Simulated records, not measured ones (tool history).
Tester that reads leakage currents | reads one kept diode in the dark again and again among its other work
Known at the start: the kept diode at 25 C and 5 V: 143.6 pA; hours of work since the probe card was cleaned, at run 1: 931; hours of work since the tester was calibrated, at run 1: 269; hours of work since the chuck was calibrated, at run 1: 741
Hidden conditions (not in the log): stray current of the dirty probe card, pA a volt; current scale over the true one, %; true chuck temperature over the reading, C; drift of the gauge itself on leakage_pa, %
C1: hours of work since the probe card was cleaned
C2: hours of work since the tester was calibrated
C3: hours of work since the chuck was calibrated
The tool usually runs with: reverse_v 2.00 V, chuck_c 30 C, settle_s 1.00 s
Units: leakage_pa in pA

Run 1, hour 0.0: usual settings; C1 931; C2 269; C3 741. Result: leakage_pa 160.41 pA.
Run 2, hour 78.1: usual settings; C1 974; C2 312; C3 784. Result: leakage_pa 160.91 pA.
Run 3, hour 166.5: usual settings but chuck_c 50 C; C1 1023; C2 361; C3 833. Result: leakage_pa 831.43 pA.
Run 4, hour 253.1: usual settings but chuck_c 50 C; C1 1071; C2 409; C3 881. Result: leakage_pa 829.74 pA.
Run 5, hour 371.6: usual settings but chuck_c 50 C; C1 1136; C2 475; C3 947. Result: leakage_pa 842.13 pA.
Run 6, hour 477.5: usual settings but chuck_c 55 C; C1 1195; C2 533; C3 1005. Result: leakage_pa 1227.79 pA.
Run 7, hour 561.8: usual settings; C1 1242; C2 580; C3 1052. Result: leakage_pa 166.26 pA.
Run 8, hour 629.4: usual settings; C1 1279; C2 617; C3 1089. Result: leakage_pa 165.94 pA.
Run 9, hour 741.1: usual settings; C1 1341; C2 679; C3 1151. Result: leakage_pa 167.88 pA.
Run 10, hour 812.2: usual settings; C1 1380; C2 718; C3 1190. Result: leakage_pa 168.01 pA.
At hour 830.9: chuck's temperature calibrated.
Run 11, hour 915.2: usual settings; C1 1436; C2 774; C3 47. Result: leakage_pa 153.20 pA.
Run 12, hour 994.1: usual settings but reverse_v 9.48 V; C1 1480; C2 818; C3 90. Result: leakage_pa 317.87 pA.
Run 13, hour 1101.2: usual settings but reverse_v 9.48 V; C1 1539; C2 877; C3 150. Result: leakage_pa 316.76 pA.
Run 14, hour 1165.4: usual settings but reverse_v 8.50 V; C1 1575; C2 913; C3 185. Result: leakage_pa 304.44 pA.
Run 15, hour 1226.8: usual settings but reverse_v 8.50 V; C1 1609; C2 947; C3 219. Result: leakage_pa 305.12 pA.
Run 16, hour 1327.2: usual settings but reverse_v 8.50 V; C1 1664; C2 1002; C3 275. Result: leakage_pa 306.31 pA.
At hour 1334.6: tester calibrated.
Run 17, hour 1398.4: usual settings but reverse_v 8.50 V; C1 1703; C2 35; C3 313. Result: leakage_pa 306.60 pA.
Run 18, hour 1487.2: usual settings but settle_s 7.78 s; C1 1752; C2 84; C3 362. Result: leakage_pa 157.46 pA.
At hour 1554.4: tester calibrated, once more.
Run 19, hour 1594.0: usual settings but settle_s 7.78 s; C1 1810; C2 22; C3 420. Result: leakage_pa 159.10 pA.
Run 20, hour 1686.1: usual settings but settle_s 7.78 s; C1 1861; C2 73; C3 471. Result: leakage_pa 158.93 pA.
Run 21, hour 1764.9: usual settings but settle_s 7.78 s; C1 1904; C2 116; C3 515. Result: leakage_pa 159.33 pA.
Run 22, hour 1886.7: usual settings but reverse_v 14.05 V, chuck_c 25 C, settle_s 1.49 s; C1 1972; C2 184; C3 582. Result: leakage_pa 264.28 pA.
Run 23, hour 1949.1: usual settings but chuck_c 54 C; C1 2006; C2 218; C3 617. Result: leakage_pa 1112.88 pA.
Run 24, hour 2021.5: usual settings but reverse_v 1.52 V, chuck_c 35 C, settle_s 1.45 s; C1 2046; C2 259; C3 657. Result: leakage_pa 219.68 pA.
Run 25, hour 2107.7: usual settings but reverse_v 1.52 V, chuck_c 35 C, settle_s 1.45 s; C1 2094; C2 306; C3 704. Result: leakage_pa 219.99 pA.
Run 26, hour 2197.3: usual settings but reverse_v 3.34 V, settle_s 1.89 s; C1 2144; C2 356; C3 754. Result: leakage_pa 207.58 pA.
Run 27, hour 2264.2: usual settings but chuck_c 38 C, settle_s 1.75 s; C1 2181; C2 393; C3 791. Result: leakage_pa 322.94 pA.
Run 28, hour 2339.5: usual settings but reverse_v 1.87 V; C1 2222; C2 435; C3 833. Result: leakage_pa 160.55 pA.
Run 29, hour 2442.4: usual settings but reverse_v 2.95 V, chuck_c 24 C; C1 2279; C2 492; C3 890. Result: leakage_pa 119.20 pA.
Run 30, hour 2531.4: usual settings but chuck_c 28 C, settle_s 2.87 s; C1 2329; C2 541; C3 939. Result: leakage_pa 140.21 pA.
Run 31, hour 2652.7: usual settings but reverse_v 5.76 V, settle_s 4.70 s; C1 2396; C2 608; C3 1006. Result: leakage_pa 274.84 pA.
Run 32, hour 2740.7: usual settings but reverse_v 1.01 V, chuck_c 43 C, settle_s 4.70 s; C1 2444; C2 657; C3 1055. Result: leakage_pa 361.06 pA.
Run 33, hour 2802.7: usual settings but reverse_v 2.13 V, chuck_c 21 C, settle_s 0.38 s; C1 2479; C2 691; C3 1089. Result: leakage_pa 81.01 pA.
Run 34, hour 2929.4: usual settings but reverse_v 2.13 V, chuck_c 21 C, settle_s 0.38 s; C1 2549; C2 761; C3 1159. Result: leakage_pa 81.10 pA.
At hour 3011.0: chuck's temperature calibrated.
Run 35, hour 3031.7: usual settings but reverse_v 10.10 V, chuck_c 38 C; C1 2604; C2 817; C3 11. Result: leakage_pa 626.94 pA.
Run 36, hour 3125.5: usual settings but reverse_v 10.95 V; C1 2656; C2 869; C3 63. Result: leakage_pa 341.04 pA.
Run 37, hour 3196.2: usual settings but reverse_v 5.27 V, chuck_c 32 C, settle_s 1.62 s; C1 2695; C2 908; C3 103. Result: leakage_pa 284.39 pA.

Forecast run 38:
Run 38, hour 3286.8: usual settings but reverse_v 5.82 V; C1 2746; C2 958; C3 153. Result: leakage_pa ?.

Run 38 produced leakage_pa 254.95 pA.
Minus the tool's unlogged condition, the same run would have read leakage_pa 242.07 pA.
